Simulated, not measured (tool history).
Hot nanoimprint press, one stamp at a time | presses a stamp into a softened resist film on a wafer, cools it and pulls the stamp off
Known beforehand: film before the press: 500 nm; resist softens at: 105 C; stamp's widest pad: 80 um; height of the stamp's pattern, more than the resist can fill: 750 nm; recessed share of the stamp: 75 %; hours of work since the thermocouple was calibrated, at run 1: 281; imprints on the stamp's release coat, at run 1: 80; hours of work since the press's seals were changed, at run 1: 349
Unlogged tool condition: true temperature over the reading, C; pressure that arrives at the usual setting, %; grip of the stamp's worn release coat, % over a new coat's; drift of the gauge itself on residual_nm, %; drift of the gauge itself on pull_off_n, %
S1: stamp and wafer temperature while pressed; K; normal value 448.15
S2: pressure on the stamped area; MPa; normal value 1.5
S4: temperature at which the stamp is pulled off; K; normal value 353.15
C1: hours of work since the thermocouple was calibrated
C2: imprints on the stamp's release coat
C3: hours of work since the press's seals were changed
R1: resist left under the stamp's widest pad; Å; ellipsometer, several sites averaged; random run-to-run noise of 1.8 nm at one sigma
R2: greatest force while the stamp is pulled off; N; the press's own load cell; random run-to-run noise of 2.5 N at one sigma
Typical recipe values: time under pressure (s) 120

run 1 day=0 | S1=448.15 S2=1.5 time_under_pressure_(s)=120 S4=353.15 | C1=281 C2=80 C3=349 | R1=3109 R2=121
run 2 day=1.596 | S1=448.15 S2=1.5 time_under_pressure_(s)=120 S4=353.15 | C1=307 C2=271 C3=374 | R1=3134 R2=125
run 3 day=2.758 | S1=448.15 S2=1.5 time_under_pressure_(s)=120 S4=353.15 | C1=325 C2=410 C3=393 | R1=3161 R2=133
run 4 day=4.146 | S1=448.15 S2=1.5 time_under_pressure_(s)=120 S4=353.15 | C1=347 C2=576 C3=415 | R1=3153 R2=135
run 5 day=5.104 | S1=448.15 S2=1.5 time_under_pressure_(s)=120 S4=353.15 | C1=363 C2=691 C3=431 | R1=3188 R2=135
-- day=6.729 stamp cleaned and given a new release coat
run 6 day=6.808 | S1=448.15 S2=1.5 time_under_pressure_(s)=120 S4=353.15 | C1=386 C2=10 C3=454 | R1=3208 R2=120
run 7 day=7.992 | S1=448.15 S2=1.5 time_under_pressure_(s)=120 S4=353.15 | C1=405 C2=151 C3=473 | R1=3191 R2=122
run 8 day=9.358 | S1=448.15 S2=1.5 time_under_pressure_(s)=120 S4=353.15 | C1=427 C2=315 C3=495 | R1=3223 R2=126
run 9 day=10.425 | S1=439.15 S2=1.5 time_under_pressure_(s)=120 S4=353.15 | C1=444 C2=443 C3=512 | R1=4144 R2=132
-- day=10.704 plate thermocouple calibrated
run 10 day=11.871 | S1=439.15 S2=1.5 time_under_pressure_(s)=120 S4=353.15 | C1=19 C2=601 C3=533 | R1=4282 R2=137
run 11 day=13.533 | S1=439.15 S2=1.5 time_under_pressure_(s)=120 S4=353.15 | C1=45 C2=799 C3=559 | R1=4274 R2=143
-- day=14.188 stamp cleaned and given a new release coat
run 12 day=15.017 | S1=439.15 S2=1.5 time_under_pressure_(s)=120 S4=353.15 | C1=65 C2=99 C3=579 | R1=4313 R2=130
run 13 day=16.2 | S1=439.15 S2=1.5 time_under_pressure_(s)=202 S4=353.15 | C1=84 C2=241 C3=598 | R1=3955 R2=133
run 14 day=18.017 | S1=448.15 S2=1.5 time_under_pressure_(s)=120 S4=353.15 | C1=113 C2=458 C3=627 | R1=3442 R2=136
run 15 day=19.312 | S1=448.15 S2=1.5 time_under_pressure_(s)=120 S4=353.15 | C1=134 C2=613 C3=648 | R1=3429 R2=146
run 16 day=20.108 | S1=448.15 S2=1.5 time_under_pressure_(s)=120 S4=353.15 | C1=146 C2=708 C3=660 | R1=3442 R2=139
-- day=21.546 stamp cleaned and given a new release coat
-- day=21.838 plate thermocouple calibrated, once more
run 17 day=21.838 | S1=448.15 S2=1 time_under_pressure_(s)=120 S4=342.15 | C1=0 C2=20 C3=682 | R1=3496 R2=146

Forecast run 18:
run 18 day=23.212 | S1=448.15 S2=1 time_under_pressure_(s)=120 S4=354.15 | C1=22 C2=185 C3=704 | R1=? R2=?

For run 18 the tool returned R1 3426 Å, R2 113 N.
Were there no unlogged condition in the tool, this run, its random variation unchanged, would have produced R1 3387 Å, R2 109 N.

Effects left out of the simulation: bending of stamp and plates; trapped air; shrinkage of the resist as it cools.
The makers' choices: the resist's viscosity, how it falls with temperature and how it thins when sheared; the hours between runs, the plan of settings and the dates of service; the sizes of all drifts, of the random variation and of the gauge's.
